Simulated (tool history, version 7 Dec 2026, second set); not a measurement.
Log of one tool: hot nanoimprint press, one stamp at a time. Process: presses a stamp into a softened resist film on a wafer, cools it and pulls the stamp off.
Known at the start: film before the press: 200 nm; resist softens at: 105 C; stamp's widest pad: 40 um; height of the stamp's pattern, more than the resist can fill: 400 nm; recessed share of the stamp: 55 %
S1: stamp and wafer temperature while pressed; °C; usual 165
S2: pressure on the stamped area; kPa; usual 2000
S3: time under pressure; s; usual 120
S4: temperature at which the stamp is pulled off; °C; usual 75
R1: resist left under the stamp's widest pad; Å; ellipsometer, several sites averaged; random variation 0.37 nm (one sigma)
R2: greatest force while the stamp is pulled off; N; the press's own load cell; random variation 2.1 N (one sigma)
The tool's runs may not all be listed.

run	hour	S1	S2	S3	S4	R1	R2
1	0	165	2000	120	75	1078	130
2	15.7	166	2000	120	75	1019	130
3	26.2	165	2000	120	75	1072	133
4	38.4	165	2000	120	75	1081	131
5	51.9	165	2000	120	75	1068	135
6	71.4	165	2000	120	75	1074	138
7	84.6	165	2000	120	75	1071	133
8	99.4	165	2000	120	75	1068	134
9	110.8	174	2000	120	75	655	134
10	131.2	165	2000	71	75	1264	142
# hour 147.6: stamp cleaned and given a new release coat
11	149.4	165	2000	71	75	1263	94
12	162.6	165	2000	71	75	1261	95
13	185.4	165	2000	71	75	1265	100
14	208.2	165	3170	120	75	889	103
15	225.3	165	3170	120	75	884	100

Forecast run 16:
16	246.1	165	2820	120	75	?	?

R1: 929 Å
R2: 102 N
Without the tool's hidden state the same run would have given R1 954 Å, R2 96 N.
